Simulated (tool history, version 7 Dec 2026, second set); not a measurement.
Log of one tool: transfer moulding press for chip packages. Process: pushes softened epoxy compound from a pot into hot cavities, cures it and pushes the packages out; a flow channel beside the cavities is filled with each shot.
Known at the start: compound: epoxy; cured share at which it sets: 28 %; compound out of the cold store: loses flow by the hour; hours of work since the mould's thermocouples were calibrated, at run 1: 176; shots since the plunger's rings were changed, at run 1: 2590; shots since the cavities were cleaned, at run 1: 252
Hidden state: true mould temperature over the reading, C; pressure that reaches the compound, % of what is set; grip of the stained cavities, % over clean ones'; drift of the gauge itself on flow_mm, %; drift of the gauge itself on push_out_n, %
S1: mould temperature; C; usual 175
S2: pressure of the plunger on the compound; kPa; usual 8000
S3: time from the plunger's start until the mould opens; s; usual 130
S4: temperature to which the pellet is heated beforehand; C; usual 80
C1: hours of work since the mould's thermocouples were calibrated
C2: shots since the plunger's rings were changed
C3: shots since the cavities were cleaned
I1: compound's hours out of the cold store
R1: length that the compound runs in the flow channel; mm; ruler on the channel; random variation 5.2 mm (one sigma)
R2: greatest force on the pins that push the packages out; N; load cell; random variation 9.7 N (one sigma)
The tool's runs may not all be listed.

{"run": 1, "hour": 0.0, "S1": 175, "S2": 8000, "S3": 130, "S4": 80, "C1": 176, "C2": 2590, "C3": 252, "I1": 10.3, "R1": 820, "R2": 567}
{"hour": 39.9, "done": "cavities cleaned with cleaning compound and waxed"}
{"run": 2, "hour": 48.7, "S1": 175, "S2": 8000, "S3": 130, "S4": 80, "C1": 214, "C2": 3109, "C3": 96, "I1": 20.2, "R1": 783, "R2": 721}
{"run": 3, "hour": 84.2, "S1": 175, "S2": 8000, "S3": 130, "S4": 71, "C1": 242, "C2": 3499, "C3": 486, "I1": 22.2, "R1": 764, "R2": 779}
{"hour": 107.0, "done": "cavities cleaned with cleaning compound and waxed"}
{"run": 4, "hour": 117.9, "S1": 175, "S2": 8000, "S3": 130, "S4": 71, "C1": 268, "C2": 3853, "C3": 119, "I1": 31.9, "R1": 721, "R2": 492}
{"hour": 139.2, "done": "plunger's sealing rings changed"}
{"run": 5, "hour": 160.8, "S1": 175, "S2": 8000, "S3": 130, "S4": 80, "C1": 300, "C2": 238, "C3": 564, "I1": 39.3, "R1": 757, "R2": 588}
{"hour": 176.1, "done": "cavities cleaned with cleaning compound and waxed"}
{"hour": 190.5, "done": "cavities cleaned with cleaning compound and waxed, once more"}
{"run": 6, "hour": 212.7, "S1": 175, "S2": 8000, "S3": 130, "S4": 71, "C1": 340, "C2": 775, "C3": 244, "I1": 11.1, "R1": 841, "R2": 559}
{"run": 7, "hour": 249.3, "S1": 175, "S2": 8000, "S3": 130, "S4": 71, "C1": 369, "C2": 1177, "C3": 646, "I1": 45.8, "R1": 715, "R2": 628}
{"hour": 254.1, "done": "cavities cleaned with cleaning compound and waxed"}
{"run": 8, "hour": 288.3, "S1": 175, "S2": 8000, "S3": 130, "S4": 80, "C1": 399, "C2": 1590, "C3": 376, "I1": 29.5, "R1": 761, "R2": 568}
{"hour": 317.0, "done": "cavities cleaned with cleaning compound and waxed"}
{"run": 9, "hour": 333.5, "S1": 175, "S2": 8000, "S3": 130, "S4": 80, "C1": 434, "C2": 2071, "C3": 182, "I1": 25.4, "R1": 766, "R2": 523}
{"hour": 368.4, "done": "mould's thermocouples calibrated"}
{"run": 10, "hour": 375.0, "S1": 175, "S2": 6370, "S3": 130, "S4": 80, "C1": 5, "C2": 2505, "C3": 616, "I1": 22.1, "R1": 696, "R2": 599}
{"hour": 383.3, "done": "cavities cleaned with cleaning compound and waxed"}
{"run": 11, "hour": 412.5, "S1": 175, "S2": 6370, "S3": 130, "S4": 80, "C1": 34, "C2": 2900, "C3": 321, "I1": 45.0, "R1": 619, "R2": 538}
{"run": 12, "hour": 444.1, "S1": 175, "S2": 6370, "S3": 130, "S4": 80, "C1": 59, "C2": 3247, "C3": 668, "I1": 45.0, "R1": 608, "R2": 602}
{"hour": 448.3, "done": "cavities cleaned with cleaning compound and waxed"}
{"run": 13, "hour": 472.4, "S1": 175, "S2": 6370, "S3": 130, "S4": 80, "C1": 81, "C2": 3542, "C3": 265, "I1": 10.4, "R1": 724, "R2": 573}
{"hour": 511.5, "done": "cavities cleaned with cleaning compound and waxed"}
{"hour": 522.1, "done": "plunger's sealing rings changed"}
{"run": 14, "hour": 522.1, "S1": 175, "S2": 8000, "S3": 130, "S4": 80, "C1": 117, "C2": 0, "C3": 88, "I1": 28.0, "R1": 790, "R2": 494}
{"run": 15, "hour": 549.9, "S1": 171, "S2": 9090, "S3": 156, "S4": 80, "C1": 140, "C2": 307, "C3": 395, "I1": 29.0, "R1": 845, "R2": 524}
{"hour": 578.3, "done": "cavities cleaned with cleaning compound and waxed"}
{"run": 16, "hour": 580.7, "S1": 171, "S2": 9090, "S3": 156, "S4": 83, "C1": 163, "C2": 628, "C3": 27, "I1": 34.7, "R1": 815, "R2": 427}
{"run": 17, "hour": 607.4, "S1": 175, "S2": 8000, "S3": 162, "S4": 80, "C1": 184, "C2": 922, "C3": 321, "I1": 25.8, "R1": 785, "R2": 485}
{"run": 18, "hour": 635.3, "S1": 172, "S2": 8000, "S3": 130, "S4": 80, "C1": 207, "C2": 1229, "C3": 628, "I1": 11.9, "R1": 855, "R2": 738}
{"hour": 643.6, "done": "cavities cleaned with cleaning compound and waxed"}
{"run": 19, "hour": 676.9, "S1": 172, "S2": 8000, "S3": 130, "S4": 80, "C1": 239, "C2": 1670, "C3": 367, "I1": 40.2, "R1": 733, "R2": 659}
{"hour": 707.8, "done": "cavities cleaned with cleaning compound and waxed"}
{"run": 20, "hour": 733.4, "S1": 172, "S2": 8000, "S3": 130, "S4": 80, "C1": 283, "C2": 2274, "C3": 282, "I1": 38.2, "R1": 729, "R2": 595}
{"run": 21, "hour": 759.0, "S1": 172, "S2": 8000, "S3": 130, "S4": 80, "C1": 303, "C2": 2555, "C3": 563, "I1": 47.2, "R1": 688, "R2": 698}
{"hour": 773.5, "done": "cavities cleaned with cleaning compound and waxed"}
{"run": 22, "hour": 810.7, "S1": 172, "S2": 8000, "S3": 137, "S4": 80, "C1": 343, "C2": 3107, "C3": 409, "I1": 12.9, "R1": 823, "R2": 626}
{"hour": 837.2, "done": "cavities cleaned with cleaning compound and waxed"}
{"run": 23, "hour": 837.2, "S1": 172, "S2": 8000, "S3": 137, "S4": 80, "C1": 363, "C2": 3382, "C3": 0, "I1": 15.1, "R1": 799, "R2": 488}
{"run": 24, "hour": 878.8, "S1": 172, "S2": 8000, "S3": 137, "S4": 80, "C1": 397, "C2": 3839, "C3": 457, "I1": 19.5, "R1": 777, "R2": 656}
{"hour": 902.9, "done": "plunger's sealing rings changed"}
{"hour": 904.4, "done": "cavities cleaned with cleaning compound and waxed"}
{"run": 25, "hour": 925.4, "S1": 172, "S2": 8000, "S3": 137, "S4": 80, "C1": 431, "C2": 231, "C3": 231, "I1": 34.3, "R1": 781, "R2": 568}
{"hour": 963.7, "done": "mould's thermocouples calibrated"}
{"run": 26, "hour": 966.8, "S1": 177, "S2": 9500, "S3": 148, "S4": 83, "C1": 2, "C2": 664, "C3": 664, "I1": 28.5, "R1": 849, "R2": 544}
{"hour": 972.5, "done": "cavities cleaned with cleaning compound and waxed"}
{"run": 27, "hour": 993.5, "S1": 177, "S2": 9500, "S3": 148, "S4": 83, "C1": 23, "C2": 941, "C3": 231, "I1": 31.0, "R1": 836, "R2": 453}

The same runs without the tool's hidden state, with the same run-to-run variation:
run=1 R1=865 R2=457
run=2 R1=834 R2=428
run=3 R1=820 R2=460
run=4 R1=779 R2=434
run=5 R1=761 R2=419
run=6 R1=854 R2=458
run=7 R1=732 R2=438
run=8 R1=785 R2=433
run=9 R1=797 R2=435
run=10 R1=732 R2=421
run=11 R1=655 R2=429
run=12 R1=648 R2=425
run=13 R1=776 R2=467
run=14 R1=790 R2=443
run=15 R1=849 R2=398
run=16 R1=824 R2=409
run=17 R1=798 R2=382
run=18 R1=875 R2=510
run=19 R1=756 R2=501
run=20 R1=762 R2=464
run=21 R1=723 R2=490
run=22 R1=874 R2=469
run=23 R1=853 R2=473
run=24 R1=838 R2=473
run=25 R1=783 R2=458
run=26 R1=861 R2=380
run=27 R1=852 R2=370
